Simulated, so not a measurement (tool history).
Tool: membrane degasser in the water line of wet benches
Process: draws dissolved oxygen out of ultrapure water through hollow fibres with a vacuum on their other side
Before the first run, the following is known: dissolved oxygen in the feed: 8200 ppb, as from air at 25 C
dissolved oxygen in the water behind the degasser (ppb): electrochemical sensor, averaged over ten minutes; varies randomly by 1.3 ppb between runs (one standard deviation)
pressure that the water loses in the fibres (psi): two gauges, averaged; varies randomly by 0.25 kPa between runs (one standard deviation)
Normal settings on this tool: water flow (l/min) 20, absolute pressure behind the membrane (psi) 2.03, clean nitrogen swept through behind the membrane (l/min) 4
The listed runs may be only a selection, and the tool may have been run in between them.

| run | hour | water flow (l/min) | absolute pressure behind the membrane (psi) | clean nitrogen swept through behind the membrane (l/min) | dissolved oxygen in the water behind the degasser (ppb) | pressure that the water loses in the fibres (psi) |
|---|---|---|---|---|---|---|
| 1 | 0 | 20 | 2.03 | 4 | 173.4 | 9.844 |
| 2 | 112 | 20 | 2.03 | 4 | 172.8 | 9.813 |
| 3 | 262 | 20 | 2.03 | 4 | 174.4 | 9.81 |
| 4 | 456.8 | 20 | 2.03 | 4 | 174.5 | 9.887 |
| 5 | 565.3 | 20 | 3.58 | 4 | 303 | 9.918 |
| 6 | 709.7 | 20 | 2.03 | 3.24 | 201.6 | 9.858 |
| 7 | 928.1 | 19 | 2.03 | 4 | 163.7 | 9.358 |
| 8 | 1019.4 | 20 | 1.87 | 4 | 162.3 | 9.81 |
| 9 | 1229.3 | 20 | 1.87 | 4 | 163.4 | 9.852 |
| 10 | 1321 | 20 | 1.87 | 4 | 163.4 | 9.88 |
| 11 | 1467.9 | 20 | 1.87 | 4 | 162.5 | 9.863 |
| 12 | 1688.3 | 20 | 1.87 | 4 | 165 | 9.87 |
| 13 | 1778 | 20 | 1.87 | 4 | 163.1 | 9.928 |
| 14 | 1931.3 | 20 | 1.87 | 4 | 165 | 9.861 |
| 15 | 2046 | 20 | 1.87 | 4 | 163.5 | 9.86 |
| 16 | 2154.2 | 20 | 1.87 | 4 | 166.2 | 9.838 |
| 17 | 2348.3 | 27 | 1.68 | 7.44 | 176.9 | 13.303 |
| 18 | 2482.9 | 27 | 1.68 | 7.44 | 177.4 | 13.383 |
| 19 | 2587 | 20 | 3.89 | 6.19 | 234.4 | 9.902 |
| 20 | 2743.1 | 17 | 3.89 | 6.19 | 187.8 | 8.486 |
| 21 | 2953.3 | 12 | 2.03 | 4.1 | 91.4 | 5.936 |
| 22 | 3119.1 | 25 | 1.67 | 4 | 213.2 | 12.496 |
|  | 3133.3 | vacuum gauge calibrated |
| 23 | 3310.2 | 25 | 1.67 | 2.28 | 303.3 | 12.505 |
| 24 | 3489.8 | 20 | 2.03 | 9.92 | 102.2 | 9.958 |
| 25 | 3583.6 | 20 | 2.94 | 5.68 | 197.7 | 9.986 |
|  | 3610.5 | vacuum gauge calibrated, once more |
| 26 | 3674.2 | 20 | 2.94 | 5.68 | 195.5 | 10.028 |
| 27 | 3785.8 | 20 | 1.46 | 1.62 | 244.2 | 9.934 |
| 28 | 3920.8 | 24 | 1.52 | 6.04 | 150.5 | 12.035 |
| 29 | 4071.2 | 24 | 1.52 | 6.04 | 148.7 | 12.082 |
| 30 | 4181.5 | 20 | 3.35 | 4.65 | 258.4 | 9.997 |
| 31 | 4355.1 | 14 | 1.89 | 4.65 | 89.7 | 6.978 |
| 32 | 4475.4 | 24 | 1.6 | 8.2 | 132.6 | 12.015 |

How would selected steps in dissolved oxygen in the water behind the degasser (ppb) from run to run divide? Give the signed amount a tool lacking its hidden state would still show from settings, what came in and random variation, and the signed amount left for the hidden state, including any gauge scatter that is not in both of the compared results.
Unlogged tool condition in this case: membrane still open, %; true pressure behind the membrane over the reading, kPa; air that leaks in behind the membrane, l/min; drift of the gauge itself on oxygen_ppb, %; drift of the gauge itself on loss_of_pressure_kpa, %.
Run 4 -> 5: absolute pressure behind the membrane (psi) 2.03 -> 3.58. dissolved oxygen in the water behind the degasser (ppb) +128.5: hidden state +2.4, all else +126.1.
Run 21 -> 22: water flow (l/min) 12 -> 25, absolute pressure behind the membrane (psi) 2.03 -> 1.67, clean nitrogen swept through behind the membrane (l/min) 4.1 -> 4. dissolved oxygen in the water behind the degasser (ppb) +121.8: hidden state +16.9, all else +104.9.
Run 23 -> 24: water flow (l/min) 25 -> 20, absolute pressure behind the membrane (psi) 1.67 -> 2.03, clean nitrogen swept through behind the membrane (l/min) 2.28 -> 9.92. dissolved oxygen in the water behind the degasser (ppb) -201.1: hidden state -19.7, all else -181.4.
Run 30 -> 31: water flow (l/min) 20 -> 14, absolute pressure behind the membrane (psi) 3.35 -> 1.89. dissolved oxygen in the water behind the degasser (ppb) -168.7: hidden state -11.4, all else -157.3.
Run 31 -> 32: water flow (l/min) 14 -> 24, absolute pressure behind the membrane (psi) 1.89 -> 1.6, clean nitrogen swept through behind the membrane (l/min) 4.65 -> 8.2. dissolved oxygen in the water behind the degasser (ppb) +42.9: hidden state +12, all else +30.9.

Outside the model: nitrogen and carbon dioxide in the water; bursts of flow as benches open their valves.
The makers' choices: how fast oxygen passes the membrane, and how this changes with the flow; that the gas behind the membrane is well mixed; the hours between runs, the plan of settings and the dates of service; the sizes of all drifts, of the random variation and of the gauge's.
